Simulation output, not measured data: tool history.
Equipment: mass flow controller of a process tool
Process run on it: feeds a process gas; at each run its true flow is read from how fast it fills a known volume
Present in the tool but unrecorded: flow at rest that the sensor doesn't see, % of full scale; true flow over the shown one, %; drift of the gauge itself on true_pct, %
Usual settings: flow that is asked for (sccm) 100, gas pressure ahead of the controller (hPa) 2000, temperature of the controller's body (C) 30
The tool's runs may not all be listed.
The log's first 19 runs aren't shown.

run	hour	flow that is asked for (sccm)	gas pressure ahead of the controller (hPa)	temperature of the controller's body (C)	hours of work since the controller was set to zero	hours of work since the controller was changed	true flow (%)
20	1060.6	100	2000	23	761	761	100.89
21	1108.0	37	2380	22	781	781	100.40
22	1144.1	37	2380	22	796	796	100.55
23	1212.5	45	2380	22	826	826	100.74
24	1270.0	100	2000	22	850	850	101.20
25	1319.5	100	2000	22	871	871	101.18
26	1357.1	57	1570	29	887	887	101.51
27	1429.5	100	1760	33	918	918	101.93
28	1472.0	75	1560	25	936	936	101.58
29	1507.3	126	1710	25	951	951	101.73
# hour 1550.6: gauge calibrated
30	1557.7	47	2000	34	973	973	99.81
31	1619.7	85	2000	34	999	999	99.91
32	1662.9	25	2000	29	1018	1018	99.60
33	1738.0	25	2000	29	1050	1050	99.62
34	1791.4	25	2000	29	1072	1072	99.71
35	1865.5	100	2410	21	1104	1104	99.76
36	1920.7	129	1480	20	1127	1127	100.19
37	1999.4	129	1480	20	1161	1161	100.36
38	2062.8	129	1480	26	1188	1188	100.51
39	2111.4	193	2670	23	1209	1209	100.40
40	2153.7	193	1720	38	1227	1227	101.38

5 ways to go on from here, each from the tool as it stands after run 40. What would each give?
A	2210.7	117	2000	37	1251	1251	?
B	2210.7	193	2510	29	1251	1251	?
C	2210.7	51	2700	39	1251	1251	?
D	2210.7	177	2470	28	1251	1251	?
E	2210.7	114	1600	38	1251	1251	?

run	true flow (%)
A	100.95
B	100.76
C	100.48
D	100.64
E	100.98
What these runs would have given with no unlogged condition in the tool:
run	true flow (%)
A	100.08
B	99.90
C	99.62
D	99.78
E	100.12
